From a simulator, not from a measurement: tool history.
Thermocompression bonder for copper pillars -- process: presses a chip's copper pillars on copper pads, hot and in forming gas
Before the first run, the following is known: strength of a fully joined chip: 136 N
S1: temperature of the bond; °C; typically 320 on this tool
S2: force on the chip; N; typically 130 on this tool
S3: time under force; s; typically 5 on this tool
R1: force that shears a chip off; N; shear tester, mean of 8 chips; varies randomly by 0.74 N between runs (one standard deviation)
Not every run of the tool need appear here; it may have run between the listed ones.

| run | hour | S1 | S2 | S3 | R1 |
|---|---|---|---|---|---|
| 1 | 0 | 320 | 130 | 5 | 51.5 |
| 2 | 43.5 | 320 | 176 | 5 | 64.1 |
| 3 | 72 | 320 | 176 | 5 | 66 |
| 4 | 106.4 | 320 | 176 | 5 | 64.1 |
| 5 | 127.4 | 320 | 176 | 5 | 65.1 |
| 6 | 150.4 | 320 | 130 | 5 | 51.8 |
| 7 | 186.1 | 320 | 130 | 10 | 64.4 |
| 8 | 231.7 | 320 | 130 | 10 | 64.3 |
| 9 | 250.8 | 320 | 130 | 10 | 65.3 |
| 10 | 271.5 | 320 | 130 | 10 | 65.1 |
| 11 | 308.8 | 320 | 130 | 5 | 48.9 |
| 12 | 343.6 | 320 | 130 | 5 | 49.8 |
| 13 | 373.1 | 320 | 130 | 5 | 49.2 |
| 14 | 394.5 | 349 | 130 | 5 | 64 |
| 15 | 413.5 | 320 | 130 | 5 | 48.9 |
| 16 | 450.1 | 320 | 130 | 5 | 48.6 |
| 17 | 485.5 | 334 | 130 | 5 | 55.3 |
| 18 | 510.4 | 334 | 130 | 5 | 54.4 |
| 19 | 552.1 | 334 | 130 | 5 | 55.5 |
| 20 | 576 | 320 | 130 | 5 | 48.3 |
| 21 | 620.4 | 320 | 86 | 4 | 29.9 |
| 22 | 643.5 | 294 | 137 | 9 | 44.7 |
|  | 675.3 | heater calibrated with a thermocouple chip |
| 23 | 675.3 | 294 | 83 | 8 | 28.4 |
|  | 686.9 | forming gas filter changed |
| 24 | 697.3 | 347 | 130 | 6 | 69.8 |
| 25 | 737.6 | 314 | 91 | 3 | 29 |
|  | 749.2 | heater calibrated with a thermocouple chip, once more |
| 26 | 781.2 | 315 | 158 | 8 | 68.4 |
| 27 | 800.3 | 315 | 158 | 8 | 68.6 |
| 28 | 820.6 | 315 | 158 | 8 | 68 |

Estimate the outcome of run 29 from the log above:
| 29 | 860.1 | 345 | 153 | 3 | ? |

{"run 29": {"R1": 63.2}}
If the tool had no hidden condition, the same run with the same run-to-run variation would have returned R1 64.4 N.

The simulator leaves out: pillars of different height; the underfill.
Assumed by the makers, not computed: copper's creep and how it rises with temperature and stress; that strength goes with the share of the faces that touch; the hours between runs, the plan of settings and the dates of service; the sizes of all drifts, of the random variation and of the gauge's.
